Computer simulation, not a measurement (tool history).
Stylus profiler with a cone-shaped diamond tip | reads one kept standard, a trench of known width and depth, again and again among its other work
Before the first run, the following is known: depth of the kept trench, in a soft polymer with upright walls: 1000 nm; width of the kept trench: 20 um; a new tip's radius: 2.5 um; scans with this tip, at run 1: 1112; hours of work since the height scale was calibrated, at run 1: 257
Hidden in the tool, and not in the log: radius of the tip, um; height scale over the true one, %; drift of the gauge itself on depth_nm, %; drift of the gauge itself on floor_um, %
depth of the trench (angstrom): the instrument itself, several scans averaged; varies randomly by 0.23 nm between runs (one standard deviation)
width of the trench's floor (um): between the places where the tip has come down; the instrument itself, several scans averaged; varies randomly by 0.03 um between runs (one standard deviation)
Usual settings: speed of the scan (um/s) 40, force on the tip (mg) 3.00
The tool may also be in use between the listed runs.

| run | hour | speed of the scan (um/s) | force on the tip (mg) | scans with this tip | hours of work since the height scale was calibrated | depth of the trench (angstrom) | width of the trench's floor (um) |
|---|---|---|---|---|---|---|---|
| 1 | 0.0 | 40 | 3.00 | 1112 | 257 | 10100.9 | 15.79 |
| 2 | 13.1 | 40 | 3.00 | 1152 | 267 | 10102.5 | 15.78 |
| 3 | 26.6 | 40 | 3.00 | 1193 | 276 | 10097.7 | 15.76 |
| 4 | 51.4 | 40 | 3.00 | 1268 | 294 | 10098.1 | 15.74 |
| 5 | 79.2 | 40 | 3.00 | 1353 | 313 | 10102.5 | 15.72 |
| 6 | 106.7 | 40 | 3.00 | 1437 | 332 | 10096.5 | 15.79 |
| 7 | 135.4 | 40 | 3.00 | 1524 | 353 | 10101.1 | 15.72 |
| 8 | 163.9 | 40 | 3.00 | 1611 | 373 | 10096.8 | 15.74 |
|  | 166.6 | height scale calibrated on a step standard |
| 9 | 186.6 | 40 | 3.00 | 1678 | 14 | 10087.1 | 15.73 |
| 10 | 210.7 | 40 | 1.21 | 1752 | 31 | 10030.0 | 15.54 |
| 11 | 233.4 | 40 | 3.00 | 1821 | 47 | 10089.8 | 15.68 |
| 12 | 255.8 | 11 | 1.24 | 1889 | 63 | 10029.9 | 15.85 |
| 13 | 272.4 | 57 | 1.69 | 1940 | 75 | 10050.6 | 15.47 |
|  | 276.1 | height scale calibrated on a step standard, once more |
| 14 | 299.2 | 57 | 1.69 | 2020 | 16 | 10082.3 | 15.45 |
| 15 | 324.7 | 86 | 2.27 | 2097 | 34 | 10097.0 | 15.39 |
| 16 | 349.2 | 14 | 2.27 | 2172 | 52 | 10094.9 | 15.73 |
| 17 | 374.8 | 26 | 5.20 | 2250 | 70 | 10170.1 | 15.78 |
| 18 | 389.7 | 26 | 5.20 | 2295 | 80 | 10168.6 | 15.73 |
| 19 | 418.7 | 26 | 5.20 | 2383 | 100 | 10172.8 | 15.77 |
| 20 | 447.1 | 74 | 3.00 | 2470 | 120 | 10114.0 | 15.44 |
| 21 | 458.8 | 143 | 1.73 | 2506 | 129 | 10077.3 | 14.86 |
| 22 | 483.0 | 28 | 1.27 | 2579 | 146 | 10065.6 | 15.59 |

Below are 3 alternative next runs, each starting from the tool's condition after run 22. Predict each:
| A | 498.2 | 28 | 1.13 | 2625 | 156 | ? | ? |
| B | 498.2 | 28 | 8.99 | 2625 | 156 | ? | ? |
| C | 498.2 | 104 | 6.79 | 2625 | 156 | ? | ? |

| run | depth of the trench (angstrom) | width of the trench's floor (um) |
|---|---|---|
| A | 10056.8 | 15.54 |
| B | 10242.8 | 15.72 |
| C | 10198.1 | 15.45 |
Take away the tool's hidden state, keep each run's random variation, and the runs would have read:
| run | depth of the trench (angstrom) | width of the trench's floor (um) |
|---|---|---|
| A | 10058.8 | 15.73 |
| B | 10244.8 | 15.91 |
| C | 10200.1 | 15.64 |
